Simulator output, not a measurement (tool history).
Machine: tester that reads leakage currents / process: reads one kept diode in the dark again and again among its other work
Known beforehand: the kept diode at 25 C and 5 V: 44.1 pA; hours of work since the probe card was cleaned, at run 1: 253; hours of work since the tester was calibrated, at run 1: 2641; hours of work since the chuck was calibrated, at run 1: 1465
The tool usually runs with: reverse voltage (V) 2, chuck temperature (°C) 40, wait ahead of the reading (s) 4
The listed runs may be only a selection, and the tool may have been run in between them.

| run | hour | reverse voltage (V) | chuck temperature (°C) | wait ahead of the reading (s) | hours of work since the probe card was cleaned | hours of work since the tester was calibrated | hours of work since the chuck was calibrated | current that the tester gives (pA) |
|---|---|---|---|---|---|---|---|---|
| 1 | 0 | 2 | 40 | 4 | 253 | 2641 | 1465 | 114.77 |
| 2 | 98.3 | 2 | 40 | 4 | 304 | 2692 | 1516 | 115.67 |
| 3 | 250.1 | 2 | 40 | 4 | 382 | 2770 | 1595 | 116.14 |
| 4 | 365.1 | 2 | 40 | 4 | 442 | 2830 | 1654 | 115.81 |
| 5 | 477.6 | 2 | 40 | 4 | 500 | 2888 | 1712 | 116.34 |
|  | 538.9 | tester calibrated |
| 6 | 677 | 2 | 40 | 4 | 602 | 71 | 1814 | 117.03 |
| 7 | 873.1 | 2 | 40 | 4 | 703 | 173 | 1915 | 117.28 |
| 8 | 1030.2 | 2 | 40 | 4 | 784 | 254 | 1996 | 117.86 |
|  | 1060 | chuck's temperature calibrated |
| 9 | 1178.2 | 2 | 40 | 4 | 859 | 329 | 61 | 105.27 |
| 10 | 1302.4 | 2 | 40 | 4 | 924 | 393 | 125 | 105.4 |
| 11 | 1507 | 2 | 23 | 4 | 1029 | 499 | 231 | 23.2 |
| 12 | 1591.1 | 2 | 23 | 4 | 1073 | 542 | 274 | 23.28 |
| 13 | 1775.7 | 1.01 | 23 | 2.59 | 1168 | 637 | 369 | 16.48 |
| 14 | 1868 | 7.63 | 20 | 2.7 | 1216 | 685 | 417 | 36.68 |
| 15 | 2023.5 | 10.09 | 20 | 5.03 | 1296 | 765 | 497 | 42.56 |
| 16 | 2219.9 | 4.73 | 26 | 2.61 | 1397 | 867 | 599 | 50.36 |
| 17 | 2332.2 | 3.45 | 22 | 0.35 | 1455 | 925 | 657 | 30.2 |
| 18 | 2488.1 | 2 | 43 | 4.47 | 1536 | 1005 | 737 | 141.74 |
| 19 | 2621.4 | 8.61 | 22 | 8.92 | 1604 | 1074 | 806 | 48.48 |
| 20 | 2817.9 | 1.06 | 40 | 0.62 | 1706 | 1175 | 907 | 79.66 |
| 21 | 2970.6 | 5.73 | 25 | 1.56 | 1785 | 1254 | 986 | 52.08 |
| 22 | 3080.4 | 5.73 | 25 | 1.56 | 1841 | 1311 | 1043 | 52.67 |
| 23 | 3239.7 | 5.24 | 47 | 1.46 | 1924 | 1393 | 1125 | 337.16 |

Run 24 is up next; what results do you expect?
| 24 | 3356.6 | 5.24 | 47 | 1.46 | 1984 | 1454 | 1186 | ? |

Run 24 yielded current that the tester gives (pA) 337.8.
On a tool with no hidden condition, and with the same random variation, this run would have come out at current that the tester gives (pA) 311.74.
